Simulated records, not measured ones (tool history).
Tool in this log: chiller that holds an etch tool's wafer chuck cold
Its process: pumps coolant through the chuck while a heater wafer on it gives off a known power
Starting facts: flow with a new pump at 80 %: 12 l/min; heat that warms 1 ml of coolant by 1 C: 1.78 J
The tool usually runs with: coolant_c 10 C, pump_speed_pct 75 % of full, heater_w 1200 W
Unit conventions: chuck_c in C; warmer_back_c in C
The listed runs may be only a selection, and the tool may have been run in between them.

{"run": 1, "hour": 0.0, "coolant_c": 10, "pump_speed_pct": 75, "heater_w": 1200, "chuck_c": 21.8, "warmer_back_c": 4.01}
{"run": 2, "hour": 76.8, "coolant_c": 10, "pump_speed_pct": 75, "heater_w": 1200, "chuck_c": 21.7, "warmer_back_c": 3.99}
{"run": 3, "hour": 168.2, "coolant_c": 3, "pump_speed_pct": 75, "heater_w": 1200, "chuck_c": 14.7, "warmer_back_c": 4.01}
{"run": 4, "hour": 264.3, "coolant_c": 3, "pump_speed_pct": 75, "heater_w": 1200, "chuck_c": 14.9, "warmer_back_c": 3.99}
{"run": 5, "hour": 376.0, "coolant_c": 10, "pump_speed_pct": 75, "heater_w": 1200, "chuck_c": 22.0, "warmer_back_c": 4.1}
{"run": 6, "hour": 462.1, "coolant_c": 10, "pump_speed_pct": 75, "heater_w": 1200, "chuck_c": 21.7, "warmer_back_c": 4.03}
{"run": 7, "hour": 623.8, "coolant_c": 10, "pump_speed_pct": 75, "heater_w": 1200, "chuck_c": 21.8, "warmer_back_c": 4.04}
{"run": 8, "hour": 790.3, "coolant_c": 10, "pump_speed_pct": 75, "heater_w": 997, "chuck_c": 19.9, "warmer_back_c": 3.45}
{"run": 9, "hour": 885.4, "coolant_c": 10, "pump_speed_pct": 75, "heater_w": 997, "chuck_c": 19.9, "warmer_back_c": 3.39}
{"run": 10, "hour": 978.0, "coolant_c": 10, "pump_speed_pct": 75, "heater_w": 997, "chuck_c": 19.8, "warmer_back_c": 3.42}
{"run": 11, "hour": 1059.2, "coolant_c": 10, "pump_speed_pct": 75, "heater_w": 997, "chuck_c": 20.0, "warmer_back_c": 3.38}
{"run": 12, "hour": 1138.6, "coolant_c": 10, "pump_speed_pct": 93, "heater_w": 1200, "chuck_c": 20.1, "warmer_back_c": 3.25}
{"run": 13, "hour": 1220.1, "coolant_c": 10, "pump_speed_pct": 93, "heater_w": 1200, "chuck_c": 20.4, "warmer_back_c": 3.13}
{"run": 14, "hour": 1295.8, "coolant_c": 7, "pump_speed_pct": 75, "heater_w": 1200, "chuck_c": 19.0, "warmer_back_c": 4.15}
{"run": 15, "hour": 1365.6, "coolant_c": 10, "pump_speed_pct": 75, "heater_w": 1200, "chuck_c": 22.1, "warmer_back_c": 4.14}
{"run": 16, "hour": 1464.3, "coolant_c": 10, "pump_speed_pct": 75, "heater_w": 1200, "chuck_c": 22.2, "warmer_back_c": 4.12}
{"run": 17, "hour": 1546.5, "coolant_c": 10, "pump_speed_pct": 75, "heater_w": 1200, "chuck_c": 22.2, "warmer_back_c": 4.08}
{"run": 18, "hour": 1672.3, "coolant_c": 10, "pump_speed_pct": 75, "heater_w": 1200, "chuck_c": 22.3, "warmer_back_c": 4.17}
{"run": 19, "hour": 1764.7, "coolant_c": 9, "pump_speed_pct": 74, "heater_w": 896, "chuck_c": 18.0, "warmer_back_c": 3.15}
{"run": 20, "hour": 1848.1, "coolant_c": 6, "pump_speed_pct": 62, "heater_w": 1143, "chuck_c": 19.5, "warmer_back_c": 4.87}
{"hour": 1911.3, "done": "chiller's thermometer calibrated"}
{"run": 21, "hour": 1965.2, "coolant_c": 6, "pump_speed_pct": 62, "heater_w": 1143, "chuck_c": 20.0, "warmer_back_c": 4.81}
{"run": 22, "hour": 2077.0, "coolant_c": 6, "pump_speed_pct": 62, "heater_w": 1143, "chuck_c": 20.0, "warmer_back_c": 4.84}
{"hour": 2105.4, "done": "coolant pump overhauled"}
{"run": 23, "hour": 2199.7, "coolant_c": 14, "pump_speed_pct": 67, "heater_w": 1143, "chuck_c": 26.0, "warmer_back_c": 3.87}
{"run": 24, "hour": 2312.5, "coolant_c": 2, "pump_speed_pct": 90, "heater_w": 627, "chuck_c": 7.2, "warmer_back_c": 1.58}
{"run": 25, "hour": 2382.4, "coolant_c": 8, "pump_speed_pct": 75, "heater_w": 1366, "chuck_c": 21.0, "warmer_back_c": 4.19}
{"run": 26, "hour": 2457.4, "coolant_c": 11, "pump_speed_pct": 63, "heater_w": 710, "chuck_c": 18.8, "warmer_back_c": 2.61}
{"run": 27, "hour": 2593.5, "coolant_c": 11, "pump_speed_pct": 63, "heater_w": 1051, "chuck_c": 22.7, "warmer_back_c": 3.85}
{"run": 28, "hour": 2706.4, "coolant_c": 17, "pump_speed_pct": 89, "heater_w": 776, "chuck_c": 23.3, "warmer_back_c": 1.9}
{"run": 29, "hour": 2827.1, "coolant_c": 17, "pump_speed_pct": 89, "heater_w": 776, "chuck_c": 23.7, "warmer_back_c": 1.95}
{"run": 30, "hour": 2992.8, "coolant_c": 5, "pump_speed_pct": 75, "heater_w": 753, "chuck_c": 12.2, "warmer_back_c": 2.3}
{"run": 31, "hour": 3069.2, "coolant_c": 13, "pump_speed_pct": 79, "heater_w": 1161, "chuck_c": 24.0, "warmer_back_c": 3.28}
{"run": 32, "hour": 3218.3, "coolant_c": 3, "pump_speed_pct": 91, "heater_w": 1113, "chuck_c": 12.3, "warmer_back_c": 2.69}
{"run": 33, "hour": 3360.5, "coolant_c": 3, "pump_speed_pct": 65, "heater_w": 1113, "chuck_c": 15.2, "warmer_back_c": 4.04}

Selected run-to-run steps in chuck_c, each split into two signed amounts: the part the tool would show with no hidden state at all (from settings, incoming material and random variation), and the remainder, which goes to the hidden state together with any gauge scatter not common to the measured and the hidden-state-free results:
Hidden conditions of the tool in this case: heat passed by the chuck's channels, % of clean ones'; flow at a given pump speed, % of a new pump's; coolant's true temperature over the reading, C; drift of the gauge itself on chuck_c, C; drift of the gauge itself on warmer_back_c, C.
Run 19 -> 20: coolant_c 9 -> 6, pump_speed_pct 74 -> 62, heater_w 896 -> 1143. chuck_c +1.5 C: hidden state +1.1, all else +0.4.
Run 22 -> 23: coolant_c 6 -> 14, pump_speed_pct 62 -> 67, coolant pump overhauled. chuck_c +6.0 C: hidden state -1.3, all else +7.3.
Run 23 -> 24: coolant_c 14 -> 2, pump_speed_pct 67 -> 90, heater_w 1143 -> 627. chuck_c -18.8 C: hidden state -1.1, all else -17.7.
Run 24 -> 25: coolant_c 2 -> 8, pump_speed_pct 90 -> 75, heater_w 627 -> 1366. chuck_c +13.8 C: hidden state +1.4, all else +12.4.
Run 30 -> 31: coolant_c 5 -> 13, pump_speed_pct 75 -> 79, heater_w 753 -> 1161. chuck_c +11.8 C: hidden state +0.7, all else +11.1.
